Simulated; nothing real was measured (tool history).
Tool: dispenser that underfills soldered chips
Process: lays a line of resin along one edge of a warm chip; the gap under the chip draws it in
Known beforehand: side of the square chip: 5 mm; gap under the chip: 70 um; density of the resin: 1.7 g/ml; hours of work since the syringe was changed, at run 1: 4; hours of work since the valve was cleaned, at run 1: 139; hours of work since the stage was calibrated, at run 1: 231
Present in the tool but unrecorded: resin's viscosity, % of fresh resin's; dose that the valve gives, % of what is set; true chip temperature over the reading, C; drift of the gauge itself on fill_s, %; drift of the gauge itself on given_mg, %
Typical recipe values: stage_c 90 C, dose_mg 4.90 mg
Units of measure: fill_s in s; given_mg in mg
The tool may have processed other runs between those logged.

run,day,stage_c,dose_mg,hours of work since the syringe was changed,hours of work since the valve was cleaned,hours of work since the stage was calibrated,fill_s,given_mg
1,0.000,90,4.90,4,139,231,15.9,4.68
# day 0.183: new syringe of resin
# day 0.612: new syringe of resin
# day 0.654: dispensing valve cleaned and set on the balance
2,0.654,90,4.90,0,0,242,12.5,4.93
# day 1.058: new syringe of resin
3,1.196,90,4.90,3,10,252,15.1,4.88
# day 1.483: new syringe of resin
4,1.683,90,4.90,4,19,261,15.0,4.85
# day 1.892: new syringe of resin
5,2.050,90,4.90,3,25,267,14.9,4.85
# day 2.296: new syringe of resin
6,2.521,90,4.90,4,34,276,16.4,4.86
# day 2.733: new syringe of resin
7,2.946,90,4.90,4,41,283,16.3,4.84
# day 3.154: new syringe of resin
8,3.429,84,5.63,5,50,292,21.9,5.57
# day 3.588: new syringe of resin
9,3.833,101,4.49,5,57,299,10.1,4.42
# day 3.988: new syringe of resin
10,4.217,101,4.49,4,64,306,10.2,4.41
# day 4.396: new syringe of resin
11,4.746,85,5.16,6,73,315,22.9,5.08
# day 4.792: new syringe of resin
# day 5.200: new syringe of resin
12,5.321,95,4.58,2,83,326,11.5,4.45
# day 5.604: new syringe of resin
13,5.617,95,4.58,0,89,331,10.3,4.46

Each row is a separate what-if for the run after 13, all from the same tool condition, not one after another. Results?
# day 6.004: new syringe of resin
A,6.142,95,6.07,3,98,340,?,?
# day 6.004: new syringe of resin
B,6.142,95,4.58,3,98,340,?,?
# day 6.004: new syringe of resin
C,6.142,102,4.30,3,98,340,?,?

run,fill_s,given_mg
A,10.8,5.89
B,11.7,4.45
C,9.2,4.14
Take away the tool's hidden state, keep each run's random variation, and the runs would have read:
run,fill_s,given_mg
A,9.9,6.07
B,10.7,4.58
C,8.5,4.27
